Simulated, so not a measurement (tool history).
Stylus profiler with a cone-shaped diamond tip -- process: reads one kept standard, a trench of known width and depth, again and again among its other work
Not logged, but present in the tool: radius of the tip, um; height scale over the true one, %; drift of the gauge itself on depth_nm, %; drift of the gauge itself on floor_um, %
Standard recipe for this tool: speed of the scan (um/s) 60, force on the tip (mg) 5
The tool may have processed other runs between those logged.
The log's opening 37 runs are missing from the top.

run,hour,speed of the scan (um/s),force on the tip (mg),scans with this tip,hours of work since the height scale was calibrated,depth of the trench (angstrom),width of the trench's floor (nm)
38,537,35,5,3779,329,2028.8,46530
39,547.5,21,12.69,3841,335,2053,46600
40,560.9,21,12.69,3921,342,2053.3,46630
41,574.2,21,12.69,4000,349,2052.9,46590
42,589.1,21,12.69,4088,356,2052.9,46530
43,606.6,158,5,4192,365,2029.5,45950
44,625.3,23,9.23,4303,375,2043.6,46480
45,644.3,55,9.23,4416,385,2043.2,46410
46,663,22,1.99,4528,395,2016.7,46410

Forecast each of these 3 alternatives for the next run:
A,672.5,24,13.43,4584,400,?,?
B,672.5,46,8.12,4584,400,?,?
C,672.5,22,2.36,4584,400,?,?

run,depth of the trench (angstrom),width of the trench's floor (nm)
A,2055.3,46460
B,2039.2,46310
C,2018,46420
Without the tool's unlogged condition, the same runs would have read:
run,depth of the trench (angstrom),width of the trench's floor (nm)
A,2053.4,47130
B,2037.4,46990
C,2016.1,47090
